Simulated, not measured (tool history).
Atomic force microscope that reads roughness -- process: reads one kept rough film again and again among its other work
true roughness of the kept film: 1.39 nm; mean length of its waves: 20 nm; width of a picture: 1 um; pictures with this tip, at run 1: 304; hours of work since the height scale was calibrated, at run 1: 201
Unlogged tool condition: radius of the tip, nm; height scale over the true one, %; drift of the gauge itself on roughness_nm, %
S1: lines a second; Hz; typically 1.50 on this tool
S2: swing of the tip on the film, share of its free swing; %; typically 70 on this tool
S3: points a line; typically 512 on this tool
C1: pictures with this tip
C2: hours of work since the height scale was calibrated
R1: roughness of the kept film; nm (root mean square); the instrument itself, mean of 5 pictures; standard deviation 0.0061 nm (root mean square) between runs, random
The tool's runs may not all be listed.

Run 1, hour 0.0: usual settings; C1 304; C2 201. Result: R1 0.940 nm (root mean square).
Run 2, hour 7.3: usual settings; C1 313; C2 204. Result: R1 0.944 nm (root mean square).
Run 3, hour 17.3: usual settings; C1 325; C2 209. Result: R1 0.934 nm (root mean square).
At hour 24.9: new tip fitted.
Run 4, hour 27.3: usual settings but S1 1.76 Hz; C1 3; C2 213. Result: R1 1.151 nm (root mean square).
Run 5, hour 39.1: usual settings but S1 1.76 Hz; C1 17; C2 218. Result: R1 1.133 nm (root mean square).
Run 6, hour 51.5: usual settings but S1 1.76 Hz; C1 32; C2 224. Result: R1 1.129 nm (root mean square).
Run 7, hour 60.2: usual settings but S1 1.76 Hz; C1 43; C2 228. Result: R1 1.121 nm (root mean square).
Run 8, hour 72.9: usual settings but S1 1.76 Hz; C1 59; C2 233. Result: R1 1.110 nm (root mean square).
Run 9, hour 84.3: usual settings but S1 0.54 Hz; C1 73; C2 238. Result: R1 1.137 nm (root mean square).
Run 10, hour 95.2: usual settings but S1 0.54 Hz; C1 86; C2 243. Result: R1 1.115 nm (root mean square).
Run 11, hour 101.6: usual settings but S1 0.54 Hz; C1 94; C2 246. Result: R1 1.110 nm (root mean square).
Run 12, hour 111.4: usual settings but S1 0.54 Hz; C1 106; C2 250. Result: R1 1.090 nm (root mean square).
Run 13, hour 124.1: usual settings; C1 122; C2 256. Result: R1 1.063 nm (root mean square).
Run 14, hour 134.0: usual settings but S1 2.72 Hz; C1 134; C2 261. Result: R1 1.012 nm (root mean square).
Run 15, hour 146.4: usual settings; C1 149; C2 266. Result: R1 1.035 nm (root mean square).
Run 16, hour 154.2: usual settings but S2 83 %, S3 924; C1 159; C2 270. Result: R1 1.002 nm (root mean square).

What does the tool deliver on the next run?
Run 17, hour 164.2: usual settings but S2 83 %, S3 924; C1 171; C2 274. Result: R1 ?.

R1: 0.988 nm (root mean square)
Minus the tool's unlogged condition, the same run would have read R1 1.115 nm (root mean square).

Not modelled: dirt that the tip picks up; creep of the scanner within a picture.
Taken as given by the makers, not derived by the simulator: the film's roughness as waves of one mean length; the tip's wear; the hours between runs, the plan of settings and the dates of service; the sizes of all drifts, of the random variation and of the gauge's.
